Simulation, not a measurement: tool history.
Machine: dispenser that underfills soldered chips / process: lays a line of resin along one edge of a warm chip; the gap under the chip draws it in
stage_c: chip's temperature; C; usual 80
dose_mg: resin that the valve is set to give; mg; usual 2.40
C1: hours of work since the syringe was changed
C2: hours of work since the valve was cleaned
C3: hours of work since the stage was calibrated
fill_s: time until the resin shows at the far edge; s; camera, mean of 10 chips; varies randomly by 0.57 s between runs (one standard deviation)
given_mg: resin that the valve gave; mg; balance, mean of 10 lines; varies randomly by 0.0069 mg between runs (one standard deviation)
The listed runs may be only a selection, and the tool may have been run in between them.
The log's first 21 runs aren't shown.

{"run": 22, "hour": 128.5, "stage_c": 81, "dose_mg": 2.1, "C1": 10, "C2": 6, "C3": 225, "fill_s": 110.8, "given_mg": 2.092}
{"hour": 129.7, "done": "new syringe of resin"}
{"run": 23, "hour": 132.3, "stage_c": 81, "dose_mg": 2.1, "C1": 2, "C2": 8, "C3": 227, "fill_s": 54.4, "given_mg": 2.098}
{"run": 24, "hour": 140.0, "stage_c": 83, "dose_mg": 2.23, "C1": 7, "C2": 13, "C3": 233, "fill_s": 75.7, "given_mg": 2.213}
{"hour": 145.8, "done": "new syringe of resin"}
{"run": 25, "hour": 145.9, "stage_c": 93, "dose_mg": 2.47, "C1": 0, "C2": 17, "C3": 236, "fill_s": 32.9, "given_mg": 2.438}
{"run": 26, "hour": 151.7, "stage_c": 67, "dose_mg": 2.74, "C1": 4, "C2": 21, "C3": 240, "fill_s": 94.1, "given_mg": 2.708}
{"run": 27, "hour": 158.6, "stage_c": 88, "dose_mg": 2.68, "C1": 9, "C2": 26, "C3": 245, "fill_s": 75.5, "given_mg": 2.65}
{"hour": 162.1, "done": "new syringe of resin"}
{"run": 28, "hour": 164.8, "stage_c": 82, "dose_mg": 2.35, "C1": 2, "C2": 30, "C3": 249, "fill_s": 51.3, "given_mg": 2.318}
{"run": 29, "hour": 170.1, "stage_c": 80, "dose_mg": 2.39, "C1": 5, "C2": 33, "C3": 252, "fill_s": 73.4, "given_mg": 2.343}
{"run": 30, "hour": 174.8, "stage_c": 80, "dose_mg": 2.39, "C1": 9, "C2": 36, "C3": 255, "fill_s": 95.1, "given_mg": 2.351}
{"hour": 178.3, "done": "new syringe of resin"}
{"run": 31, "hour": 180.9, "stage_c": 80, "dose_mg": 2.39, "C1": 2, "C2": 40, "C3": 259, "fill_s": 55.5, "given_mg": 2.358}
{"run": 32, "hour": 185.0, "stage_c": 84, "dose_mg": 2.2, "C1": 4, "C2": 43, "C3": 262, "fill_s": 61.7, "given_mg": 2.142}
{"run": 33, "hour": 192.9, "stage_c": 84, "dose_mg": 2.2, "C1": 10, "C2": 48, "C3": 267, "fill_s": 95.4, "given_mg": 2.145}
{"hour": 194.3, "done": "new syringe of resin"}
{"run": 34, "hour": 197.2, "stage_c": 93, "dose_mg": 2.2, "C1": 2, "C2": 51, "C3": 270, "fill_s": 39.4, "given_mg": 2.152}
{"run": 35, "hour": 201.3, "stage_c": 93, "dose_mg": 3.07, "C1": 5, "C2": 54, "C3": 273, "fill_s": 46.9, "given_mg": 2.991}
{"run": 36, "hour": 204.9, "stage_c": 93, "dose_mg": 3.07, "C1": 7, "C2": 56, "C3": 275, "fill_s": 58.3, "given_mg": 2.981}
{"run": 37, "hour": 209.8, "stage_c": 93, "dose_mg": 2.32, "C1": 10, "C2": 59, "C3": 278, "fill_s": 79.1, "given_mg": 2.246}

Here are 3 independent what-if runs from the current tool condition. What would each one return?
{"hour": 210.8, "done": "new syringe of resin"}
{"run": "A", "hour": 216.8, "stage_c": 88, "dose_mg": 2.39, "C1": 4, "C2": 64, "C3": 283, "fill_s": "?", "given_mg": "?"}
{"hour": 210.8, "done": "new syringe of resin"}
{"run": "B", "hour": 216.8, "stage_c": 76, "dose_mg": 2.9, "C1": 4, "C2": 64, "C3": 283, "fill_s": "?", "given_mg": "?"}
{"hour": 210.8, "done": "new syringe of resin"}
{"run": "C", "hour": 216.8, "stage_c": 86, "dose_mg": 2.17, "C1": 4, "C2": 64, "C3": 283, "fill_s": "?", "given_mg": "?"}

run=A fill_s=51.1 given_mg=2.312
run=B fill_s=70.3 given_mg=2.801
run=C fill_s=55.8 given_mg=2.099
With no hidden state in the tool, these same runs would have given:
run=A fill_s=38.3 given_mg=2.386
run=B fill_s=53.1 given_mg=2.891
run=C fill_s=41.8 given_mg=2.166
